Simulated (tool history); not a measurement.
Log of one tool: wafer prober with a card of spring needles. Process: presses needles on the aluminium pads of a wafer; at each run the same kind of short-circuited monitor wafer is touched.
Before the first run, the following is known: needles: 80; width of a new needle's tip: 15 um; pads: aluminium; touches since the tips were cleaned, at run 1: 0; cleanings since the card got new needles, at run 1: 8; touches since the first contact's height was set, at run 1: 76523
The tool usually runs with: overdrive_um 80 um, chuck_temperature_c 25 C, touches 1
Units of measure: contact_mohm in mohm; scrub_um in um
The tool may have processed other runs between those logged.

run	hour	overdrive_um	chuck_temperature_c	touches	touches since the tips were cleaned	cleanings since the card got new needles	touches since the first contact's height was set	contact_mohm	scrub_um
1	0	80	25	1	0	8	76523	162	20.54
2	5.5	80	25	1	1591	8	78114	230	20.5
3	14.1	80	25	1	4038	8	80561	289	20.56
4	20.5	91	25	1	5872	8	82395	280	23.36
5	28.2	91	25	1	8084	8	84607	303	23.35
# hour 29.7: tips cleaned on abrasive film
6	38.3	80	66	1	2484	9	87491	247	20.45
7	48.4	80	25	1	5384	9	90391	312	20.51
8	55.4	80	25	1	7385	9	92392	343	20.51
# hour 59.3: tips cleaned on abrasive film
9	64.9	80	25	1	1603	10	95081	218	20.53
10	74.5	80	25	1	4351	10	97829	294	20.47
11	82	80	25	1	6506	10	99984	331	20.52
# hour 88.4: tips cleaned on abrasive film
12	88.4	80	64	1	0	11	101784	161	20.55
13	94	80	64	1	1606	11	103390	218	20.48
14	100.9	80	64	1	3608	11	105392	278	20.43
15	107.9	80	25	3	5619	11	107403	201	20.44
16	114.8	80	25	3	7585	11	109369	214	20.45
# hour 117.5: tips cleaned on abrasive film
17	122.9	80	25	3	1547	12	111673	167	20.47
18	128.9	80	25	3	3251	12	113377	186	20.48
19	134.4	80	25	1	4846	12	114972	305	20.46
20	143.1	87	25	2	7324	12	117450	241	22.23
# hour 147.3: tips cleaned on abrasive film
21	152.6	87	25	2	1508	13	120155	172	22.28
22	161.2	71	29	2	3984	13	122631	253	18.11
23	169.6	84	118	1	6392	13	125039	305	21.46
# hour 176.5: height of the first contact set anew
# hour 177.4: tips cleaned on abrasive film
24	177.9	84	118	1	157	14	386	178	21.62
25	182.4	75	96	1	1432	14	1661	231	19.28
26	188.3	65	61	3	3130	14	3359	219	16.74

Run 27 has not been measured yet. What should we expect?
27	195.8	65	61	3	5278	14	5507	?	?

Run 27 gave contact_mohm 237 mohm, scrub_um 16.74 um.
Were there no unlogged condition in the tool, this run, its random variation unchanged, would have produced contact_mohm 147 mohm, scrub_um 16.76 um.

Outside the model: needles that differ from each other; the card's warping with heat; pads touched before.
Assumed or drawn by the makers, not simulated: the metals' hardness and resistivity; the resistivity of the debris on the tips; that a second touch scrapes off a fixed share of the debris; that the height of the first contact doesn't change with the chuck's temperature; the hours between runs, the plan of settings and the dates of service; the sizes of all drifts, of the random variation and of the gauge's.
